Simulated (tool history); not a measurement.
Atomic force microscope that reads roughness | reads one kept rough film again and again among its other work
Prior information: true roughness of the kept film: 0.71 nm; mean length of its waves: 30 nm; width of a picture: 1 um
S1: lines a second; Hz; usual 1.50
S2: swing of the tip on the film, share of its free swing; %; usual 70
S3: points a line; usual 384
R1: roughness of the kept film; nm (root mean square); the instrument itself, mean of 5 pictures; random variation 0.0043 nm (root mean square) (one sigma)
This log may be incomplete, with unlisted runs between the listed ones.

{"run": 1, "hour": 0.0, "S1": 1.5, "S2": 70, "S3": 384, "R1": 0.631}
{"run": 2, "hour": 15.1, "S1": 1.5, "S2": 70, "S3": 310, "R1": 0.622}
{"run": 3, "hour": 29.6, "S1": 1.5, "S2": 70, "S3": 310, "R1": 0.626}
{"hour": 34.7, "done": "new tip fitted"}
{"run": 4, "hour": 38.4, "S1": 1.5, "S2": 72, "S3": 384, "R1": 0.645}
{"run": 5, "hour": 46.8, "S1": 1.5, "S2": 72, "S3": 384, "R1": 0.645}
{"run": 6, "hour": 57.0, "S1": 1.5, "S2": 72, "S3": 487, "R1": 0.635}
{"run": 7, "hour": 70.4, "S1": 0.72, "S2": 72, "S3": 487, "R1": 0.658}
{"run": 8, "hour": 81.6, "S1": 0.72, "S2": 72, "S3": 487, "R1": 0.659}
{"run": 9, "hour": 93.4, "S1": 3.87, "S2": 72, "S3": 487, "R1": 0.57}
{"run": 10, "hour": 107.2, "S1": 3.87, "S2": 72, "S3": 487, "R1": 0.566}
{"run": 11, "hour": 115.3, "S1": 3.87, "S2": 72, "S3": 487, "R1": 0.563}
{"hour": 117.5, "done": "height scale calibrated on a step standard"}
{"hour": 125.2, "done": "new tip fitted"}
{"run": 12, "hour": 129.9, "S1": 1.5, "S2": 70, "S3": 384, "R1": 0.656}
{"run": 13, "hour": 145.2, "S1": 1.5, "S2": 70, "S3": 384, "R1": 0.652}
{"hour": 151.2, "done": "height scale calibrated on a step standard, once more"}
{"run": 14, "hour": 158.2, "S1": 1.5, "S2": 70, "S3": 384, "R1": 0.634}
{"run": 15, "hour": 171.5, "S1": 1.5, "S2": 70, "S3": 316, "R1": 0.632}
{"run": 16, "hour": 184.0, "S1": 0.58, "S2": 70, "S3": 384, "R1": 0.648}
{"run": 17, "hour": 193.6, "S1": 0.58, "S2": 70, "S3": 384, "R1": 0.647}
{"run": 18, "hour": 202.7, "S1": 0.58, "S2": 70, "S3": 384, "R1": 0.644}
{"run": 19, "hour": 211.8, "S1": 0.58, "S2": 70, "S3": 384, "R1": 0.646}
{"hour": 216.3, "done": "new tip fitted"}
{"run": 20, "hour": 220.3, "S1": 1.91, "S2": 70, "S3": 260, "R1": 0.636}
{"run": 21, "hour": 226.5, "S1": 0.58, "S2": 68, "S3": 384, "R1": 0.671}
{"run": 22, "hour": 238.9, "S1": 1.18, "S2": 68, "S3": 531, "R1": 0.651}
{"run": 23, "hour": 254.1, "S1": 1.18, "S2": 68, "S3": 531, "R1": 0.651}
{"run": 24, "hour": 263.4, "S1": 1.18, "S2": 68, "S3": 531, "R1": 0.644}
{"run": 25, "hour": 277.1, "S1": 1.18, "S2": 68, "S3": 531, "R1": 0.64}
{"run": 26, "hour": 286.3, "S1": 1.18, "S2": 68, "S3": 531, "R1": 0.643}
{"run": 27, "hour": 292.6, "S1": 1.22, "S2": 74, "S3": 436, "R1": 0.623}
{"hour": 305.6, "done": "new tip fitted"}
{"run": 28, "hour": 307.2, "S1": 0.64, "S2": 73, "S3": 777, "R1": 0.68}
{"run": 29, "hour": 322.5, "S1": 0.64, "S2": 73, "S3": 777, "R1": 0.673}
{"run": 30, "hour": 332.9, "S1": 1.5, "S2": 84, "S3": 543, "R1": 0.601}
{"run": 31, "hour": 345.3, "S1": 1.37, "S2": 70, "S3": 325, "R1": 0.638}
{"run": 32, "hour": 355.1, "S1": 2.65, "S2": 81, "S3": 502, "R1": 0.549}
{"run": 33, "hour": 361.3, "S1": 0.92, "S2": 60, "S3": 962, "R1": 0.666}
{"run": 34, "hour": 375.3, "S1": 2.9, "S2": 70, "S3": 820, "R1": 0.598}
{"run": 35, "hour": 384.3, "S1": 0.5, "S2": 61, "S3": 307, "R1": 0.653}
{"hour": 394.7, "done": "new tip fitted"}
{"run": 36, "hour": 395.4, "S1": 1.07, "S2": 60, "S3": 936, "R1": 0.682}
{"run": 37, "hour": 409.8, "S1": 1.07, "S2": 85, "S3": 348, "R1": 0.618}
{"run": 38, "hour": 418.8, "S1": 1.07, "S2": 85, "S3": 348, "R1": 0.619}

Consider 4 possible next runs. They are alternatives, not a sequence: every one starts from the tool as it was left by run 38. What does each give?
{"run": "A", "hour": 433.3, "S1": 1.36, "S2": 85, "S3": 670, "R1": "?"}
{"run": "B", "hour": 433.3, "S1": 0.89, "S2": 70, "S3": 303, "R1": "?"}
{"run": "C", "hour": 433.3, "S1": 1.0, "S2": 79, "S3": 623, "R1": "?"}
{"run": "D", "hour": 433.3, "S1": 0.91, "S2": 76, "S3": 567, "R1": "?"}

run=A R1=0.602
run=B R1=0.652
run=C R1=0.644
run=D R1=0.636
The same runs, with their run-to-run variation unchanged, on a tool lacking any hidden condition would have given:
run=A R1=0.615
run=B R1=0.665
run=C R1=0.657
run=D R1=0.649

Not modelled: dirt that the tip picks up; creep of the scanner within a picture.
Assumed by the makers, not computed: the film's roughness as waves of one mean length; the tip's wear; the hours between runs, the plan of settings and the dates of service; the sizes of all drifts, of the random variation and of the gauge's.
